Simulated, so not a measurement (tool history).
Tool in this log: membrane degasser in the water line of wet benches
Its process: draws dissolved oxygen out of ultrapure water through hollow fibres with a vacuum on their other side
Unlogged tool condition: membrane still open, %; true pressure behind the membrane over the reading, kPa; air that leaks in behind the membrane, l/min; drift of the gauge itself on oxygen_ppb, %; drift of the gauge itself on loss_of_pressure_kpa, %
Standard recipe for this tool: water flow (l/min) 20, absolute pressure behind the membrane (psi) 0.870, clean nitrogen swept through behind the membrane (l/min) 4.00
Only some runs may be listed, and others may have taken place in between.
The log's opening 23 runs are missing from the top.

run,hour,water flow (l/min),absolute pressure behind the membrane (psi),clean nitrogen swept through behind the membrane (l/min),hours since the membrane was changed,hours since the vacuum gauge was calibrated,hours since the vacuum lines were made tight,dissolved oxygen in the water behind the degasser (ppb),pressure that the water loses in the fibres (psi)
24,1174.7,21,0.524,2.05,3250,3861,272,28.1,5.072
25,1233.8,21,0.524,2.05,3309,3920,331,27.5,5.086
26,1271.5,21,0.524,2.05,3347,3958,369,27.8,5.049
27,1316.8,18,2.058,9.97,3392,4003,414,59.0,4.305
28,1375.4,16,1.904,9.03,3451,4062,473,48.1,3.833
29,1428.0,12,0.740,2.53,3503,4114,525,22.8,2.862
30,1458.7,20,1.147,4.00,3534,4145,556,71.3,4.749
31,1522.8,19,0.835,9.60,3598,4209,620,23.9,4.531

4 ways to go on from here, each from the tool as it stands after run 31. What would each give?
A,1578.6,25,2.102,5.37,3654,4265,676,?,?
B,1578.6,13,0.669,2.60,3654,4265,676,?,?
C,1578.6,20,0.835,2.30,3654,4265,676,?,?
D,1578.6,18,1.160,3.25,3654,4265,676,?,?

run,dissolved oxygen in the water behind the degasser (ppb),pressure that the water loses in the fibres (psi)
A,160.9,5.923
B,18.9,3.086
C,66.6,4.762
D,73.0,4.253
The same runs, with their run-to-run variation unchanged, on a tool lacking any hidden condition would have given:
run,dissolved oxygen in the water behind the degasser (ppb),pressure that the water loses in the fibres (psi)
A,160.8,6.113
B,18.8,3.186
C,66.5,4.914
D,72.9,4.389
